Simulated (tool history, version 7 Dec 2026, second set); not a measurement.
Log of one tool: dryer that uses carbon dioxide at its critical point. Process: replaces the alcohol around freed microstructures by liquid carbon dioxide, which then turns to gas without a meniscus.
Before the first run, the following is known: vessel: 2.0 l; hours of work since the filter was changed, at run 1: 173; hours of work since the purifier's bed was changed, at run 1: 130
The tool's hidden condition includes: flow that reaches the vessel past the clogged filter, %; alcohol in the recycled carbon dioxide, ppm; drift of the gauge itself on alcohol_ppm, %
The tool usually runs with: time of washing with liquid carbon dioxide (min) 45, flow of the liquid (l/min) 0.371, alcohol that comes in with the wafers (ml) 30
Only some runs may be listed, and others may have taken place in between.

run	hour	time of washing with liquid carbon dioxide (min)	flow of the liquid (l/min)	alcohol that comes in with the wafers (ml)	hours of work since the filter was changed	hours of work since the purifier's bed was changed	alcohol left in the vessel before it's heated (ppm by volume)
1	0	45	0.371	30	173	130	24
2	29.3	45	0.371	30	183	140	21
3	69.7	45	0.371	30	196	153	24
4	114.4	45	0.596	30	211	168	20
5	139.8	45	0.596	30	220	176	24
6	163.6	45	0.596	30	227	184	14
7	195.8	45	0.596	30	238	195	17
8	216.9	45	0.596	30	245	202	15
9	254.1	45	0.371	30	257	214	28
10	276.5	48	0.371	30	265	221	19
# hour 282: inlet filter changed
11	309.6	45	0.371	30	9	232	24
12	339.9	45	0.371	30	19	242	30
13	371.2	45	0.371	30	29	252	26
14	402	45	0.321	30	40	263	41
15	433.8	45	0.371	30	50	273	29
16	476.1	45	0.371	30	64	287	36
17	506.5	45	0.371	30	74	297	28
18	529.7	45	0.371	30	82	305	32
19	572.9	45	0.371	30	96	319	38
20	613.2	45	0.371	30	110	332	33
21	647.6	45	0.371	30	121	344	35
22	673.5	45	0.236	30	130	352	142
23	718	45	0.236	30	144	367	147
24	764.4	45	0.236	30	160	382	151
25	812.7	45	0.236	30	176	398	158
26	843.7	45	0.236	30	186	409	166
27	867.4	44	0.589	67	194	416	38
28	893.5	32	0.426	52	202	425	82
29	914.8	45	0.476	30	209	432	34
30	946.6	45	0.476	78	220	443	35
31	982.9	48	0.517	108	232	455	42
32	1005.9	60	0.517	119	239	462	41
33	1034.1	34	0.5	73	249	472	61
34	1059.4	32	0.453	60	257	480	82
# hour 1085.6: inlet filter changed
35	1087.9	44	0.437	30	1	489	43
36	1130.2	45	0.308	51	15	503	79
37	1156.6	31	0.292	67	23	512	471
38	1205.8	31	0.292	67	40	528	483
39	1245.4	55	0.581	75	53	541	41
40	1272.4	39	0.32	31	62	550	86
41	1294.5	39	0.32	31	69	557	85
42	1342.2	27	0.418	60	85	573	184
43	1372.9	53	0.286	81	95	583	84
44	1417.3	60	0.279	41	110	598	63
45	1437.3	54	0.535	30	116	605	52
# hour 1451.2: purifier's bed changed
46	1487.8	54	0.535	30	132	12	9
47	1513.5	40	0.458	21	141	21	14
48	1550.1	31	0.255	30	153	33	397

Across each entry between runs, compare the hidden state at the last listed run before it with the hidden state at the first listed run after it:
From run 10 to run 11: inlet filter changed (hour 282)
  flow that reaches the vessel past the clogged filter, %: 92.2 -> 99.6; alcohol in the recycled carbon dioxide, ppm: 22.5 -> 23.2
  measured result minus the result with no hidden state, alcohol left in the vessel before it's heated (ppm by volume): +19 -> +18
From run 34 to run 35: inlet filter changed (hour 1085.6)
  flow that reaches the vessel past the clogged filter, %: 92 -> 99.4; alcohol in the recycled carbon dioxide, ppm: 42.1 -> 42.7
  measured result minus the result with no hidden state, alcohol left in the vessel before it's heated (ppm by volume): +54 -> +37
From run 45 to run 46: purifier's bed changed (hour 1451.2)
  flow that reaches the vessel past the clogged filter, %: 95.9 -> 95.5; alcohol in the recycled carbon dioxide, ppm: 51.4 -> 6.4
  measured result minus the result with no hidden state, alcohol left in the vessel before it's heated (ppm by volume): +48 -> +1
